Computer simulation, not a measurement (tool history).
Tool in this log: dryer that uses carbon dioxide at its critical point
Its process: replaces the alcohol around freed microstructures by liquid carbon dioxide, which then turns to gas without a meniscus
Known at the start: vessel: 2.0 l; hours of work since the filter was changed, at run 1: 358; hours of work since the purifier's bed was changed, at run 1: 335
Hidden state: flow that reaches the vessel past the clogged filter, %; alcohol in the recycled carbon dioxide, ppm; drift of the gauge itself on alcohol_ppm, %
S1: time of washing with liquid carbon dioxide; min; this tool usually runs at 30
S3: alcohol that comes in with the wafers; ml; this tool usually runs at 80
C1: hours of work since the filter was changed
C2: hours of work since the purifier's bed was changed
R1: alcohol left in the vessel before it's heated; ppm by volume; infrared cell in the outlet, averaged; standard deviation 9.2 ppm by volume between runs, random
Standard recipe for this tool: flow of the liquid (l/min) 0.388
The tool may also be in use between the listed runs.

Run 1, day 0: usual settings; C1 358; C2 335. Result: R1 774 ppm by volume.
Run 2, day 0.95: usual settings but S1 18 min; C1 372; C2 350. Result: R1 3649 ppm by volume.
Run 3, day 1.496: usual settings but S1 46 min; C1 381; C2 358. Result: R1 135 ppm by volume.
Run 4, day 2.496: usual settings but S1 46 min; C1 396; C2 374. Result: R1 152 ppm by volume.
Run 5, day 3.025: usual settings; C1 404; C2 382. Result: R1 784 ppm by volume.
Run 6, day 4.208: usual settings; C1 422; C2 400. Result: R1 815 ppm by volume.
Run 7, day 5.083: usual settings; C1 435; C2 413. Result: R1 844 ppm by volume.
Run 8, day 5.846: usual settings; C1 447; C2 425. Result: R1 835 ppm by volume.
Run 9, day 6.425: usual settings but S3 54 ml; C1 456; C2 433. Result: R1 590 ppm by volume.
Run 10, day 7.571: usual settings but S3 76 ml; C1 473; C2 451. Result: R1 823 ppm by volume.
Run 11, day 8.092: usual settings but flow of the liquid (l/min) 0.473; C1 481; C2 459. Result: R1 397 ppm by volume.
At day 8.692: inlet filter changed.
Run 12, day 8.875: usual settings but flow of the liquid (l/min) 0.473; C1 3; C2 470. Result: R1 267 ppm by volume.
Run 13, day 9.658: usual settings but flow of the liquid (l/min) 0.473; C1 15; C2 482. Result: R1 273 ppm by volume.
Run 14, day 10.392: usual settings but S3 88 ml; C1 26; C2 493. Result: R1 664 ppm by volume.
Run 15, day 11.525: usual settings but S3 88 ml; C1 43; C2 510. Result: R1 677 ppm by volume.
Run 16, day 12.254: usual settings but S1 40 min; C1 54; C2 522. Result: R1 220 ppm by volume.
Run 17, day 12.917: usual settings but S1 40 min; C1 64; C2 532. Result: R1 206 ppm by volume.
Run 18, day 13.962: usual settings but S3 64 ml; C1 80; C2 548. Result: R1 543 ppm by volume.
Run 19, day 14.767: usual settings but S1 22 min; C1 93; C2 560. Result: R1 1812 ppm by volume.
Run 20, day 15.533: usual settings but S1 22 min; C1 104; C2 571. Result: R1 1839 ppm by volume.
Run 21, day 16.4: usual settings but S1 22 min; C1 117; C2 585. Result: R1 1920 ppm by volume.
Run 22, day 16.962: usual settings; C1 126; C2 593. Result: R1 682 ppm by volume.
Run 23, day 17.896: usual settings; C1 140; C2 607. Result: R1 695 ppm by volume.
Run 24, day 18.95: usual settings; C1 156; C2 623. Result: R1 685 ppm by volume.
Run 25, day 20.004: usual settings but S1 29 min, flow of the liquid (l/min) 0.237; C1 172; C2 640. Result: R1 3763 ppm by volume.
Run 26, day 20.908: usual settings but S1 29 min, flow of the liquid (l/min) 0.237; C1 186; C2 653. Result: R1 3787 ppm by volume.
Run 27, day 21.462: usual settings but S3 114 ml; C1 195; C2 662. Result: R1 985 ppm by volume.
Run 28, day 22.538: usual settings but S3 114 ml; C1 211; C2 678. Result: R1 1000 ppm by volume.
Run 29, day 23.088: usual settings but S3 114 ml; C1 219; C2 686. Result: R1 995 ppm by volume.
Run 30, day 24.171: usual settings but S3 114 ml; C1 236; C2 703. Result: R1 1006 ppm by volume.
Run 31, day 24.658: usual settings but S1 24 min, flow of the liquid (l/min) 0.321, S3 25 ml; C1 243; C2 710. Result: R1 984 ppm by volume.
Run 32, day 25.304: usual settings but S1 26 min, flow of the liquid (l/min) 0.252, S3 25 ml; C1 253; C2 720. Result: R1 1505 ppm by volume.
Run 33, day 26.5: usual settings but S1 39 min, flow of the liquid (l/min) 0.466, S3 34 ml; C1 271; C2 738. Result: R1 153 ppm by volume.
Run 34, day 27.588: usual settings but S1 25 min, flow of the liquid (l/min) 0.458, S3 34 ml; C1 288; C2 755. Result: R1 421 ppm by volume.
Run 35, day 28.217: usual settings but S1 25 min, flow of the liquid (l/min) 0.458, S3 34 ml; C1 297; C2 765. Result: R1 418 ppm by volume.
Run 36, day 29.379: usual settings but S1 38 min, S3 57 ml; C1 315; C2 782. Result: R1 307 ppm by volume.
Run 37, day 30.283: usual settings but S1 38 min, S3 57 ml; C1 329; C2 796. Result: R1 301 ppm by volume.
Run 38, day 30.804: usual settings but S1 19 min, flow of the liquid (l/min) 0.429, S3 57 ml; C1 337; C2 804. Result: R1 1768 ppm by volume.
Run 39, day 31.533: usual settings but S1 23 min, flow of the liquid (l/min) 0.611, S3 89 ml; C1 348; C2 815. Result: R1 405 ppm by volume.
Run 40, day 32.688: usual settings but flow of the liquid (l/min) 0.469, S3 53 ml; C1 365; C2 833. Result: R1 328 ppm by volume.
Run 41, day 33.208: usual settings but flow of the liquid (l/min) 0.469, S3 53 ml; C1 373; C2 841. Result: R1 310 ppm by volume.
Run 42, day 34.233: usual settings but flow of the liquid (l/min) 0.469, S3 53 ml; C1 389; C2 856. Result: R1 344 ppm by volume.
Run 43, day 35.017: usual settings but flow of the liquid (l/min) 0.264, S3 46 ml; C1 401; C2 868. Result: R1 1790 ppm by volume.
Run 44, day 35.783: usual settings but S1 38 min, flow of the liquid (l/min) 0.381, S3 46 ml; C1 413; C2 880. Result: R1 313 ppm by volume.
Run 45, day 36.35: usual settings but S1 38 min, flow of the liquid (l/min) 0.381, S3 46 ml; C1 421; C2 888. Result: R1 316 ppm by volume.
Run 46, day 37.4: usual settings but S1 41 min, flow of the liquid (l/min) 0.278, S3 39 ml; C1 437; C2 904. Result: R1 593 ppm by volume.
Run 47, day 38.279: usual settings but S1 41 min, flow of the liquid (l/min) 0.278, S3 39 ml; C1 451; C2 918. Result: R1 625 ppm by volume.

Had the tool no unlogged condition, and each run kept its random variation, what would the results have been?
run    R1
  1   518
  2  2930
  3    42
  4    54
  5   498
  6   513
  7   519
  8   513
  9   349
 10   487
 11   190
 12   186
 13   186
 14   561
 15   561
 16   125
 17   108
 18   414
 19  1602
 20  1614
 21  1668
 22   514
 23   515
 24   501
 25  3327
 26  3323
 27   728
 28   727
 29   717
 30   715
 31   743
 32  1216
 33    17
 34   230
 35   221
 36   121
 37   118
 38  1312
 39   183
 40   124
 41   113
 42   132
 43  1294
 44   104
 45   103
 46   303
 47   321
